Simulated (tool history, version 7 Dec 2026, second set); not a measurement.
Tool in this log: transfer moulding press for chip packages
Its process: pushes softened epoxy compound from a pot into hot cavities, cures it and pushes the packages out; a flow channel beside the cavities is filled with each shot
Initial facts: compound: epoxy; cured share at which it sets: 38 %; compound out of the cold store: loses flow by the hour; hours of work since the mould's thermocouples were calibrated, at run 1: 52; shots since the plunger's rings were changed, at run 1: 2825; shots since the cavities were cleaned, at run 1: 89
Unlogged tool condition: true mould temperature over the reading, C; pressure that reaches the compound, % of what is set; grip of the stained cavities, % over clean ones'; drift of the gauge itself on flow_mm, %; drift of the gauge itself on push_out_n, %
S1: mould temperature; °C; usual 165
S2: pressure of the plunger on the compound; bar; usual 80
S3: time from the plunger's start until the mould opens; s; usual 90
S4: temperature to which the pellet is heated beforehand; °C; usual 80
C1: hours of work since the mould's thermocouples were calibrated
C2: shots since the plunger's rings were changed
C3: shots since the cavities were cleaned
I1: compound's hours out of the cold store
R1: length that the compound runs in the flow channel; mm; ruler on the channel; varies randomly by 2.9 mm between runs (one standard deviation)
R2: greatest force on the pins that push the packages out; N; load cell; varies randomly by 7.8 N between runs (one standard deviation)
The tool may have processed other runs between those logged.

run	hour	S1	S2	S3	S4	C1	C2	C3	I1	R1	R2
1	0	165	80	90	80	52	2825	89	13.3	553	361
2	26	165	91.8	90	80	66	3074	338	34.9	540	336
3	42.7	165	80	90	80	75	3234	498	32.3	515	361
4	63.9	165	80	90	71	86	3436	700	45.2	485	330
5	82.4	165	80	90	71	96	3613	877	12	558	370
6	102.3	165	80	90	71	107	3803	1067	26.7	527	359
# hour 107.4: cavities cleaned with cleaning compound and waxed
7	124	165	80	90	71	118	3997	159	45.7	477	334
8	150.5	165	80	90	71	132	4250	412	41.7	496	347
9	170.3	170	80	90	71	143	4439	601	8.4	563	294
10	192	165	80	90	83	155	4647	809	23.7	527	338
11	203.9	165	80	90	83	161	4761	923	41	492	341
# hour 209.9: plunger's sealing rings changed
12	218.8	172	80	90	80	168	86	1042	36.2	487	269
# hour 227.5: cavities cleaned with cleaning compound and waxed
13	244.6	165	67	84	80	181	318	164	46.4	440	369
14	257.1	165	67	84	80	188	437	283	44.2	447	375
15	278.7	162	86.3	90	80	199	645	491	23.2	558	432

Alternative continuations, all from the tool just after run 15; predict every row:
A	292.6	165	82.8	78	80	207	777	623	15.7	?	?
B	292.6	162	71	103	73	207	777	623	47.3	?	?
C	292.6	167	80	90	80	207	777	623	29.3	?	?
D	292.6	165	60.4	90	83	207	777	623	34.2	?	?
E	292.6	165	98.3	92	80	207	777	623	11.2	?	?

run	R1	R2
A	557	489
B	461	324
C	519	322
D	444	329
E	618	350
Take away the tool's hidden state, keep each run's random variation, and the runs would have read:
run	R1	R2
A	557	486
B	462	321
C	519	319
D	444	326
E	618	347
